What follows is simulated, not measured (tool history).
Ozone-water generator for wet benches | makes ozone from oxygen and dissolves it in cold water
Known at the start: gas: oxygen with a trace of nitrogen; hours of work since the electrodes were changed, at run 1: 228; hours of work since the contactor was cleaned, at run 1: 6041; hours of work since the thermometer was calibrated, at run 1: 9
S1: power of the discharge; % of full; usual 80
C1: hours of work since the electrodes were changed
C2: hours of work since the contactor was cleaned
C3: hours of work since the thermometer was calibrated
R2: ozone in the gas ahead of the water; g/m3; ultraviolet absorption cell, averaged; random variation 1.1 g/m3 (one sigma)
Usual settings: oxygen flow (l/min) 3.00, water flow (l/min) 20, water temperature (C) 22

Run 1, hour 0.0: usual settings; C1 228; C2 6041; C3 9. Result: dissolved ozone (ppm) 14.7, R2 190.9 g/m3.
Run 2, hour 46.2: usual settings; C1 272; C2 6085; C3 53. Result: dissolved ozone (ppm) 15.1, R2 191.6 g/m3.
Run 3, hour 88.9: usual settings; C1 313; C2 6126; C3 94. Result: dissolved ozone (ppm) 14.6, R2 192.6 g/m3.
Run 4, hour 171.6: usual settings; C1 392; C2 6205; C3 173. Result: dissolved ozone (ppm) 15.0, R2 191.0 g/m3.
Run 5, hour 240.1: usual settings; C1 458; C2 6271; C3 239. Result: dissolved ozone (ppm) 15.2, R2 193.4 g/m3.
Run 6, hour 290.6: usual settings; C1 506; C2 6319; C3 287. Result: dissolved ozone (ppm) 14.9, R2 191.7 g/m3.
Run 7, hour 349.2: usual settings but S1 73 % of full; C1 562; C2 6375; C3 343. Result: dissolved ozone (ppm) 13.8, R2 179.0 g/m3.
Run 8, hour 410.0: usual settings but S1 73 % of full; C1 620; C2 6433; C3 401. Result: dissolved ozone (ppm) 13.9, R2 174.9 g/m3.
Run 9, hour 472.4: usual settings but S1 73 % of full; C1 680; C2 6493; C3 461. Result: dissolved ozone (ppm) 13.6, R2 176.5 g/m3.
At hour 479.0: water thermometer calibrated.
Run 10, hour 507.8: usual settings but S1 73 % of full; C1 713; C2 6527; C3 28. Result: dissolved ozone (ppm) 13.7, R2 174.1 g/m3.
Run 11, hour 542.4: usual settings but S1 78 % of full; C1 746; C2 6560; C3 61. Result: dissolved ozone (ppm) 14.8, R2 187.0 g/m3.
Run 12, hour 622.3: usual settings; C1 823; C2 6636; C3 137. Result: dissolved ozone (ppm) 14.9, R2 190.3 g/m3.
Run 13, hour 678.3: usual settings; C1 876; C2 6690; C3 191. Result: dissolved ozone (ppm) 15.1, R2 190.7 g/m3.
Run 14, hour 724.3: usual settings but water temperature (C) 20; C1 920; C2 6734; C3 235. Result: dissolved ozone (ppm) 15.2, R2 189.8 g/m3.
At hour 744.4: water thermometer calibrated, once more.
At hour 772.7: contactor cleaned.
Run 15, hour 780.1: usual settings but water temperature (C) 24; C1 970; C2 7; C3 30. Result: dissolved ozone (ppm) 15.0, R2 189.9 g/m3.
Run 16, hour 845.8: usual settings but S1 79 % of full; C1 1032; C2 70; C3 93. Result: dissolved ozone (ppm) 15.0, R2 187.4 g/m3.
Run 17, hour 905.2: usual settings but S1 79 % of full, oxygen flow (l/min) 4.91; C1 1089; C2 127; C3 150. Result: dissolved ozone (ppm) 16.2, R2 149.7 g/m3.
Run 18, hour 940.3: usual settings but S1 46 % of full; C1 1123; C2 160; C3 184. Result: dissolved ozone (ppm) 9.8, R2 118.7 g/m3.
Run 19, hour 1012.5: usual settings but oxygen flow (l/min) 4.22, water flow (l/min) 25; C1 1192; C2 230; C3 253. Result: dissolved ozone (ppm) 13.4, R2 164.4 g/m3.
Run 20, hour 1094.2: usual settings but oxygen flow (l/min) 4.54; C1 1270; C2 308; C3 331. Result: dissolved ozone (ppm) 16.3, R2 157.3 g/m3.
Run 21, hour 1130.4: usual settings but oxygen flow (l/min) 4.54; C1 1305; C2 342; C3 366. Result: dissolved ozone (ppm) 16.2, R2 156.3 g/m3.
Run 22, hour 1175.3: usual settings but oxygen flow (l/min) 4.54; C1 1348; C2 385; C3 409. Result: dissolved ozone (ppm) 16.3, R2 160.8 g/m3.
Run 23, hour 1258.2: usual settings but S1 55 % of full, oxygen flow (l/min) 4.54, water flow (l/min) 13; C1 1427; C2 465; C3 488. Result: dissolved ozone (ppm) 16.1, R2 114.5 g/m3.
Run 24, hour 1300.2: usual settings but oxygen flow (l/min) 4.93, water flow (l/min) 15, water temperature (C) 15; C1 1467; C2 505; C3 528. Result: dissolved ozone (ppm) 22.6, R2 152.9 g/m3.
Run 25, hour 1349.1: usual settings but oxygen flow (l/min) 3.51, water flow (l/min) 14; C1 1514; C2 552; C3 575. Result: dissolved ozone (ppm) 20.6, R2 174.0 g/m3.
Run 26, hour 1405.4: usual settings but oxygen flow (l/min) 2.60, water flow (l/min) 14, water temperature (C) 14; C1 1568; C2 606; C3 629. Result: dissolved ozone (ppm) 22.0, R2 199.1 g/m3.
Run 27, hour 1467.6: usual settings but S1 81 % of full, oxygen flow (l/min) 2.27, water flow (l/min) 14, water temperature (C) 23; C1 1628; C2 665; C3 688. Result: dissolved ozone (ppm) 19.2, R2 213.3 g/m3.
Run 28, hour 1528.7: usual settings but S1 81 % of full, oxygen flow (l/min) 3.01, water flow (l/min) 14, water temperature (C) 23; C1 1686; C2 724; C3 747. Result: dissolved ozone (ppm) 20.4, R2 186.2 g/m3.
Run 29, hour 1592.1: usual settings but S1 76 % of full, oxygen flow (l/min) 1.63, water flow (l/min) 13, water temperature (C) 20; C1 1747; C2 784; C3 808. Result: dissolved ozone (ppm) 18.7, R2 230.2 g/m3.
Run 30, hour 1677.2: usual settings but S1 76 % of full, oxygen flow (l/min) 1.83, water flow (l/min) 13, water temperature (C) 20; C1 1828; C2 866; C3 889. Result: dissolved ozone (ppm) 19.1, R2 221.3 g/m3.
Run 31, hour 1751.8: usual settings but S1 76 % of full, oxygen flow (l/min) 1.83, water flow (l/min) 13, water temperature (C) 20; C1 1900; C2 937; C3 960. Result: dissolved ozone (ppm) 19.3, R2 221.0 g/m3.
Run 32, hour 1833.9: usual settings but S1 76 % of full, oxygen flow (l/min) 1.83, water flow (l/min) 13, water temperature (C) 20; C1 1978; C2 1016; C3 1039. Result: dissolved ozone (ppm) 19.2, R2 217.6 g/m3.
Run 33, hour 1892.6: usual settings but S1 50 % of full, oxygen flow (l/min) 1.83, water flow (l/min) 13, water temperature (C) 20; C1 2034; C2 1072; C3 1095. Result: dissolved ozone (ppm) 13.4, R2 153.2 g/m3.
Run 34, hour 1955.8: usual settings but S1 50 % of full, oxygen flow (l/min) 1.83, water flow (l/min) 13, water temperature (C) 20; C1 2095; C2 1132; C3 1156. Result: dissolved ozone (ppm) 13.3, R2 154.2 g/m3.

3 ways to go on from here, each from the tool as it stands after run 34. What would each give?
Run A, hour 1992.1: usual settings but S1 64 % of full, oxygen flow (l/min) 2.44, water flow (l/min) 16; C1 2130; C2 1167; C3 1190. Result: dissolved ozone (ppm) ?, R2 ?.
Run B, hour 1992.1: usual settings but S1 41 % of full, oxygen flow (l/min) 1.67; C1 2130; C2 1167; C3 1190. Result: dissolved ozone (ppm) ?, R2 ?.
Run C, hour 1992.1: usual settings but S1 90 % of full, oxygen flow (l/min) 1.78, water flow (l/min) 13, water temperature (C) 15; C1 2130; C2 1167; C3 1190. Result: dissolved ozone (ppm) ?, R2 ?.

run  dissolved ozone (ppm)     R2
  A                   14.4  167.5
  B                    7.4  137.0
  C                   22.6  255.3
Without the tool's hidden state the same runs would have given:
run  dissolved ozone (ppm)     R2
  A                   14.8  172.2
  B                    7.5  139.2
  C                   23.5  264.9

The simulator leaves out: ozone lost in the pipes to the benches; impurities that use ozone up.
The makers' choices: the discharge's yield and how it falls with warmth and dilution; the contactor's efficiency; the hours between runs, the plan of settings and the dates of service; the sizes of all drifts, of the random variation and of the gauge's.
